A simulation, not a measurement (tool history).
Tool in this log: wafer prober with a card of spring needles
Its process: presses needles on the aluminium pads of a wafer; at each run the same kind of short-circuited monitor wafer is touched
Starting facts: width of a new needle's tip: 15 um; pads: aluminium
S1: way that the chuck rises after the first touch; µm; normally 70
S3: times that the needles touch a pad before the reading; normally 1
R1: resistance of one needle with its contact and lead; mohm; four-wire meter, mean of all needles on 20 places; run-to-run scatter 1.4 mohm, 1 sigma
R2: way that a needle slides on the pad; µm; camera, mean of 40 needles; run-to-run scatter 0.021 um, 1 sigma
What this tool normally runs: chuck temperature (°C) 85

Run 1, hour 0.0: usual settings. Result: R1 119 mohm, R2 10.90 µm.
At hour 11.5: tips cleaned on abrasive film.
Run 2, hour 29.2: usual settings. Result: R1 119 mohm, R2 10.86 µm.
At hour 37.2: tips cleaned on abrasive film.
At hour 61.4: tips cleaned on abrasive film.
Run 3, hour 75.3: usual settings. Result: R1 119 mohm, R2 10.88 µm.
At hour 87.4: tips cleaned on abrasive film.
At hour 112.0: tips cleaned on abrasive film.
Run 4, hour 132.3: usual settings but chuck temperature (°C) 80. Result: R1 121 mohm, R2 10.90 µm.
At hour 136.3: tips cleaned on abrasive film.
At hour 162.0: tips cleaned on abrasive film.
Run 5, hour 172.5: usual settings but chuck temperature (°C) 80. Result: R1 119 mohm, R2 10.89 µm.
At hour 186.9: tips cleaned on abrasive film.
At hour 211.6: tips cleaned on abrasive film.
Run 6, hour 225.4: usual settings but chuck temperature (°C) 80. Result: R1 119 mohm, R2 10.85 µm.
At hour 236.3: tips cleaned on abrasive film.
At hour 258.9: height of the first contact set anew.
At hour 260.0: tips cleaned on abrasive film.
Run 7, hour 260.0: usual settings. Result: R1 120 mohm, R2 10.89 µm.
At hour 285.5: tips cleaned on abrasive film.
At hour 310.9: tips cleaned on abrasive film.
Run 8, hour 314.4: usual settings but S1 76 µm, chuck temperature (°C) 56, S3 2. Result: R1 113 mohm, R2 11.78 µm.
At hour 336.5: tips cleaned on abrasive film.
Run 9, hour 338.6: usual settings but S1 76 µm, chuck temperature (°C) 36, S3 2. Result: R1 110 mohm, R2 11.81 µm.
At hour 360.9: tips cleaned on abrasive film.
At hour 383.9: tips cleaned on abrasive film.
Run 10, hour 390.4: usual settings but S1 76 µm, chuck temperature (°C) 36, S3 2. Result: R1 112 mohm, R2 11.81 µm.
At hour 407.2: tips cleaned on abrasive film.
At hour 430.7: tips cleaned on abrasive film.
Run 11, hour 443.2: usual settings but S1 67 µm, chuck temperature (°C) 100, S3 2. Result: R1 120 mohm, R2 10.43 µm.
At hour 456.6: tips cleaned on abrasive film.
At hour 479.3: tips cleaned on abrasive film.
Run 12, hour 487.7: usual settings but S1 67 µm, chuck temperature (°C) 100, S3 2. Result: R1 120 mohm, R2 10.40 µm.
At hour 505.3: tips cleaned on abrasive film.
Run 13, hour 522.9: usual settings but S1 59 µm, chuck temperature (°C) 29. Result: R1 115 mohm, R2 9.13 µm.

Branching from run 13: 4 alternative next runs. What would each branch give?
At hour 529.7: tips cleaned on abrasive film.
At hour 555.9: tips cleaned on abrasive film.
Run A, hour 571.0: usual settings but S1 79 µm, chuck temperature (°C) 43. Result: R1 ?, R2 ?.
At hour 529.7: tips cleaned on abrasive film.
At hour 555.9: tips cleaned on abrasive film.
Run B, hour 571.0: usual settings but S1 57 µm, chuck temperature (°C) 31. Result: R1 ?, R2 ?.
At hour 529.7: tips cleaned on abrasive film.
At hour 555.9: tips cleaned on abrasive film.
Run C, hour 571.0: usual settings but S1 81 µm, chuck temperature (°C) 45, S3 2. Result: R1 ?, R2 ?.
At hour 529.7: tips cleaned on abrasive film.
At hour 555.9: tips cleaned on abrasive film.
Run D, hour 571.0: usual settings but S1 51 µm, chuck temperature (°C) 29, S3 3. Result: R1 ?, R2 ?.

run   R1     R2
  A  115  12.27
  B  112   8.85
  C  112  12.59
  D  113   7.92
The same runs, with their run-to-run variation unchanged, on a tool lacking any hidden condition would have given:
run   R1     R2
  A  114  12.28
  B  111   8.86
  C  112  12.60
  D  112   7.92
